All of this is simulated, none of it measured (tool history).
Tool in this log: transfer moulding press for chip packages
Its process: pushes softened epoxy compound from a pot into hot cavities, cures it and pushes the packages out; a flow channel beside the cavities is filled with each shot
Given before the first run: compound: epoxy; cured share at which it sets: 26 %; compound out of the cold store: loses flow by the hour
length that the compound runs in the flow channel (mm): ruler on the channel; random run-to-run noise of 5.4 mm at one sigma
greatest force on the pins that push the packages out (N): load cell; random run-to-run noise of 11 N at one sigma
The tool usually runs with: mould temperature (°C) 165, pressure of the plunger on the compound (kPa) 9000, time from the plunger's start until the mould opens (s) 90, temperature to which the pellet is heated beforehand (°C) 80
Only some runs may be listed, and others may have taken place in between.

run,hour,mould temperature (°C),pressure of the plunger on the compound (kPa),time from the plunger's start until the mould opens (s),temperature to which the pellet is heated beforehand (°C),incoming compound's hours out of the cold store,length that the compound runs in the flow channel (mm),greatest force on the pins that push the packages out (N)
1,0.0,165,9000,90,80,31.3,730,887
# hour 71.6: cavities cleaned with cleaning compound and waxed
2,72.4,165,9000,90,80,47.4,661,491
3,136.4,165,9000,90,80,17.3,767,1091
# hour 166.9: cavities cleaned with cleaning compound and waxed
4,195.0,165,9000,90,80,10.7,799,945
# hour 235.7: plunger's sealing rings changed
5,242.9,165,9000,90,71,41.9,694,1078
# hour 266.8: cavities cleaned with cleaning compound and waxed
6,298.0,165,9000,90,71,26.2,754,984
7,343.9,165,10760,90,71,38.2,763,1090
# hour 362.6: cavities cleaned with cleaning compound and waxed
8,417.0,165,10540,90,80,25.1,797,1066
# hour 459.3: cavities cleaned with cleaning compound and waxed
9,485.8,165,9000,90,79,21.9,743,925
# hour 518.6: plunger's sealing rings changed
# hour 560.1: cavities cleaned with cleaning compound and waxed
10,562.7,165,9000,90,79,13.6,814,587
11,622.6,165,9000,90,86,36.4,714,1010
# hour 655.8: cavities cleaned with cleaning compound and waxed
12,688.4,165,9000,90,90,40.7,683,885
13,723.5,165,10480,90,80,16.4,841,1069
# hour 750.3: cavities cleaned with cleaning compound and waxed
# hour 799.5: plunger's sealing rings changed
14,803.7,165,10480,90,80,17.1,862,1045
# hour 846.5: cavities cleaned with cleaning compound and waxed
15,847.7,165,10480,90,80,42.5,741,496
16,905.2,165,10480,118,86,26.4,799,800
# hour 943.5: cavities cleaned with cleaning compound and waxed
17,960.5,165,10100,81,80,17.7,827,974
18,1032.6,165,9000,97,82,17.2,759,966
# hour 1037.5: cavities cleaned with cleaning compound and waxed
# hour 1050.5: mould's thermocouples calibrated
19,1074.1,164,9000,97,82,19.4,762,968
# hour 1081.9: plunger's sealing rings changed
# hour 1138.4: cavities cleaned with cleaning compound and waxed
20,1144.3,158,8160,90,80,39.8,680,1010
21,1207.6,165,9000,90,90,46.6,664,1030
# hour 1236.9: cavities cleaned with cleaning compound and waxed
22,1284.3,165,8080,78,71,30.9,681,1545
# hour 1333.8: cavities cleaned with cleaning compound and waxed
23,1356.4,165,8080,78,78,24.6,703,1217
# hour 1362.7: plunger's sealing rings changed
24,1393.9,165,7870,90,83,34.8,672,1083
# hour 1431.0: cavities cleaned with cleaning compound and waxed
25,1459.0,165,7870,90,85,28.0,695,904
26,1513.3,158,9000,90,76,10.2,849,1962
# hour 1525.8: cavities cleaned with cleaning compound and waxed
27,1595.0,158,9000,90,89,20.0,779,1742

Predict each of these 4 candidate next runs independently; none follows another, all start after run 27:
# hour 1619.7: cavities cleaned with cleaning compound and waxed
# hour 1647.0: plunger's sealing rings changed
A,1663.5,172,8020,128,80,24.4,?,?
# hour 1619.7: cavities cleaned with cleaning compound and waxed
# hour 1647.0: plunger's sealing rings changed
B,1663.5,165,9000,77,83,25.8,?,?
# hour 1619.7: cavities cleaned with cleaning compound and waxed
# hour 1647.0: plunger's sealing rings changed
C,1663.5,158,9800,124,89,45.6,?,?
# hour 1619.7: cavities cleaned with cleaning compound and waxed
# hour 1647.0: plunger's sealing rings changed
D,1663.5,160,9000,90,80,21.9,?,?

run,length that the compound runs in the flow channel (mm),greatest force on the pins that push the packages out (N)
A,710,710
B,768,1396
C,738,833
D,795,1403
Stripped of hidden state, with their random variation kept, the same runs would have yielded:
run,length that the compound runs in the flow channel (mm),greatest force on the pins that push the packages out (N)
A,715,358
B,774,737
C,744,432
D,802,742

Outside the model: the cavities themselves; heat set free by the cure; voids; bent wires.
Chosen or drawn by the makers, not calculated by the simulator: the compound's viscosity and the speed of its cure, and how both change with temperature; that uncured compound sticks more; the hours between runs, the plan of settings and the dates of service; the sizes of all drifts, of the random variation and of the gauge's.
